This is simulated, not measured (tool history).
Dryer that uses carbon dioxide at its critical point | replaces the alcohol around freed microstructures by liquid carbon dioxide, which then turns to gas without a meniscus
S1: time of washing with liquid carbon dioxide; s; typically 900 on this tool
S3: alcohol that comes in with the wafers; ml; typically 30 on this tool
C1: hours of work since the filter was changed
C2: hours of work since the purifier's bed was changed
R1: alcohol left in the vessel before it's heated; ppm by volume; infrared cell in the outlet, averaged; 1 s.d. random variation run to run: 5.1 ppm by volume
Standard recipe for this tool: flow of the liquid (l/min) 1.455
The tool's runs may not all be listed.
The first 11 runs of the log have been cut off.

run 12 hour=160.3 | S1=900 flow_of_the_liquid_(l/min)=1.455 S3=54 | C1=387 C2=126 | R1=158
run 13 hour=174.8 | S1=900 flow_of_the_liquid_(l/min)=1.455 S3=54 | C1=392 C2=131 | R1=159
run 14 hour=186.5 | S1=900 flow_of_the_liquid_(l/min)=1.455 S3=54 | C1=396 C2=135 | R1=149
run 15 hour=202.3 | S1=900 flow_of_the_liquid_(l/min)=1.455 S3=54 | C1=401 C2=140 | R1=164
run 16 hour=217.7 | S1=900 flow_of_the_liquid_(l/min)=1.455 S3=75 | C1=406 C2=145 | R1=219
run 17 hour=234.7 | S1=900 flow_of_the_liquid_(l/min)=1.910 S3=55 | C1=412 C2=151 | R1=55
run 18 hour=244.2 | S1=900 flow_of_the_liquid_(l/min)=1.910 S3=55 | C1=415 C2=154 | R1=56
run 19 hour=255.4 | S1=1200 flow_of_the_liquid_(l/min)=1.660 S3=25 | C1=419 C2=158 | R1=36
run 20 hour=273.6 | S1=900 flow_of_the_liquid_(l/min)=1.455 S3=103 | C1=425 C2=164 | R1=308
run 21 hour=290.0 | S1=900 flow_of_the_liquid_(l/min)=1.455 S3=103 | C1=430 C2=169 | R1=296
run 22 hour=304.1 | S1=900 flow_of_the_liquid_(l/min)=1.590 S3=95 | C1=435 C2=174 | R1=193
run 23 hour=316.7 | S1=900 flow_of_the_liquid_(l/min)=1.590 S3=95 | C1=439 C2=178 | R1=202
run 24 hour=328.8 | S1=900 flow_of_the_liquid_(l/min)=0.880 S3=26 | C1=443 C2=182 | R1=419
run 25 hour=336.5 | S1=900 flow_of_the_liquid_(l/min)=0.880 S3=50 | C1=445 C2=185 | R1=784
run 26 hour=346.1 | S1=780 flow_of_the_liquid_(l/min)=1.280 S3=38 | C1=449 C2=188 | R1=329
run 27 hour=361.7 | S1=1140 flow_of_the_liquid_(l/min)=1.400 S3=30 | C1=454 C2=193 | R1=59
run 28 hour=376.5 | S1=1140 flow_of_the_liquid_(l/min)=1.040 S3=30 | C1=459 C2=198 | R1=146
run 29 hour=389.8 | S1=1140 flow_of_the_liquid_(l/min)=1.040 S3=30 | C1=463 C2=202 | R1=155
run 30 hour=405.1 | S1=1200 flow_of_the_liquid_(l/min)=2.430 S3=52 | C1=468 C2=207 | R1=31

5 options for the next run, each taken on its own from the tool as it stands now. Forecast them:
run A hour=414.6 | S1=1200 flow_of_the_liquid_(l/min)=2.100 S3=73 | C1=471 C2=210 | R1=?
run B hour=414.6 | S1=960 flow_of_the_liquid_(l/min)=2.300 S3=70 | C1=471 C2=210 | R1=?
run C hour=414.6 | S1=1380 flow_of_the_liquid_(l/min)=1.080 S3=27 | C1=471 C2=210 | R1=?
run D hour=414.6 | S1=1020 flow_of_the_liquid_(l/min)=1.180 S3=79 | C1=471 C2=210 | R1=?
run E hour=414.6 | S1=900 flow_of_the_liquid_(l/min)=1.820 S3=30 | C1=471 C2=210 | R1=?

run=A R1=33
run=B R1=44
run=C R1=56
run=D R1=341
run=E R1=63
Had the tool no hidden state, the same runs would have come out as:
run=A R1=8
run=B R1=17
run=C R1=21
run=D R1=249
run=E R1=31

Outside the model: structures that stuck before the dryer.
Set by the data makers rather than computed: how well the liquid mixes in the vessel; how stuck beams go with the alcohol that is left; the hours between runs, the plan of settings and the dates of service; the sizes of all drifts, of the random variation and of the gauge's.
